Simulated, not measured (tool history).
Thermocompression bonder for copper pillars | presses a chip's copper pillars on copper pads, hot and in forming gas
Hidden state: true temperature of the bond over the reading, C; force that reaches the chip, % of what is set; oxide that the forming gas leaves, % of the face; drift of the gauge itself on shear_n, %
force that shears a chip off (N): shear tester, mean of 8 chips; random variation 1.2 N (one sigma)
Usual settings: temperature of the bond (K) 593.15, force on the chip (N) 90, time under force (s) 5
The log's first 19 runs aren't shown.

run,hour,temperature of the bond (K),force on the chip (N),time under force (s),hours of work since the heater was calibrated,hours of work since the force cell was calibrated,hours of work since the gas filter was changed,force that shears a chip off (N)
20,846.4,593.15,90,5,1544,907,273,103.2
21,879,578.15,134,9,1566,929,295,126
# hour 907.4: forming gas filter changed
22,914,611.15,128,5,1589,952,4,141.3
23,963.1,593.15,77,12,1622,985,37,124.8
24,1024,604.15,94,8,1663,1026,78,130.3
25,1063.6,565.15,76,11,1689,1053,105,96.8
26,1095,581.15,90,11,1710,1074,126,121.3
27,1154.9,581.15,90,11,1751,1114,166,118.4
# hour 1187.1: heater calibrated with a thermocouple chip
28,1202.6,586.15,90,5,10,1145,197,95.6
29,1230,619.15,90,5,29,1163,215,119.1
# hour 1273: force cell calibrated
30,1275.2,619.15,90,5,58,1,245,114.5
31,1327.7,573.15,90,5,93,37,280,79.3
32,1364.4,623.15,90,3,118,61,305,105.6
# hour 1375.9: forming gas filter changed
33,1391.7,623.15,90,3,136,79,11,114.8
34,1434.1,590.15,71,3,165,108,39,73.4
35,1464.8,599.15,85,8,185,129,60,114.5
36,1493.6,593.15,58,13,205,148,79,100.3

Forecast run 37:
37,1542.4,605.15,104,5,237,181,112,?

Run 37 gave force that shears a chip off (N) 119.7.
Without the tool's hidden state the same run would have given force that shears a chip off (N) 122.1.
